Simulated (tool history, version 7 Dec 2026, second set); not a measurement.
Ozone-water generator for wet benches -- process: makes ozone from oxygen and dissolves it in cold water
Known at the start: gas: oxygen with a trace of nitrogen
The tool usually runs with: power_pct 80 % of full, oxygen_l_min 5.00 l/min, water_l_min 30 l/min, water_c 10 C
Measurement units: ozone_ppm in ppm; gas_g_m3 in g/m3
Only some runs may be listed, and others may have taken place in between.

run	hour	power_pct	oxygen_l_min	water_l_min	water_c	ozone_ppm	gas_g_m3
1	0.0	80	5.00	30	10	16.8	168.2
2	234.4	80	5.00	30	10	16.9	167.2
3	372.7	80	5.00	30	13	16.4	167.3
4	602.7	80	5.00	30	13	16.2	167.8
5	831.8	80	5.00	30	13	16.3	168.8
6	946.8	80	5.00	30	13	16.2	166.9
7	1051.8	80	5.00	30	10	16.9	166.7
8	1215.6	80	5.00	30	10	16.9	167.4
9	1443.8	80	4.26	30	10	16.0	178.4
10	1624.8	80	5.00	30	10	17.1	166.7
11	1736.7	80	5.00	30	10	16.9	165.7
12	1874.4	80	5.00	30	10	16.9	166.2
13	2050.8	80	5.00	30	10	16.8	166.4
14	2245.9	80	5.00	30	10	17.2	166.2
15	2455.7	80	5.00	30	10	16.6	166.5
16	2587.8	80	5.00	30	10	16.7	166.3
17	2698.9	80	6.04	30	10	17.7	152.3
# hour 2934.9: water thermometer calibrated
18	2934.9	80	3.36	21	5	21.6	194.3
19	3053.7	44	5.00	35	10	8.2	94.1
20	3184.9	51	5.00	34	10	9.7	108.3
21	3370.5	98	8.25	33	7	21.6	162.6
22	3514.5	98	8.25	33	7	22.0	163.4
23	3668.0	56	8.25	33	7	13.0	94.8
24	3793.8	56	2.87	33	7	9.1	149.1
25	3944.1	56	2.87	33	7	9.0	145.6
# hour 3978.2: contactor cleaned
26	4051.0	56	2.87	33	7	9.2	146.7
27	4157.2	56	2.87	33	7	8.9	145.9
28	4334.3	56	2.87	33	7	8.9	148.0
29	4548.6	56	2.87	33	7	8.9	146.5
30	4738.9	43	2.87	28	17	8.1	113.7
31	4939.7	43	2.87	28	17	7.8	113.8
# hour 5037.4: gauge calibrated
32	5070.6	74	2.73	42	9	8.7	200.6
33	5238.7	66	3.13	33	12	10.4	169.0

Some steps in gas_g_m3, run to run, broken into two amounts with sign: the step expected even without the hidden condition (settings, incoming material, random variation), and the rest, left for the hidden condition together with whatever gauge scatter is not in both the measured and the hidden-condition-free result:
Hidden conditions of the tool in this case: yield of the discharge, % of new electrodes'; contactor's efficiency, % of a clean one's; true water temperature over the reading, C; drift of the gauge itself on ozone_ppm, %; drift of the gauge itself on gas_g_m3, %.
Run 18 -> 19: power_pct 80 -> 44, oxygen_l_min 3.36 -> 5.00, water_l_min 21 -> 35, water_c 5 -> 10. gas_g_m3 -100.2 g/m3: hidden state +2.1, all else -102.3.
Run 22 -> 23: power_pct 98 -> 56. gas_g_m3 -68.6 g/m3: hidden state +1.7, all else -70.3.
Run 31 -> 32: power_pct 43 -> 74, oxygen_l_min 2.87 -> 2.73, water_l_min 28 -> 42, water_c 17 -> 9, gauge calibrated. gas_g_m3 +86.8 g/m3: hidden state +2.9, all else +83.9.
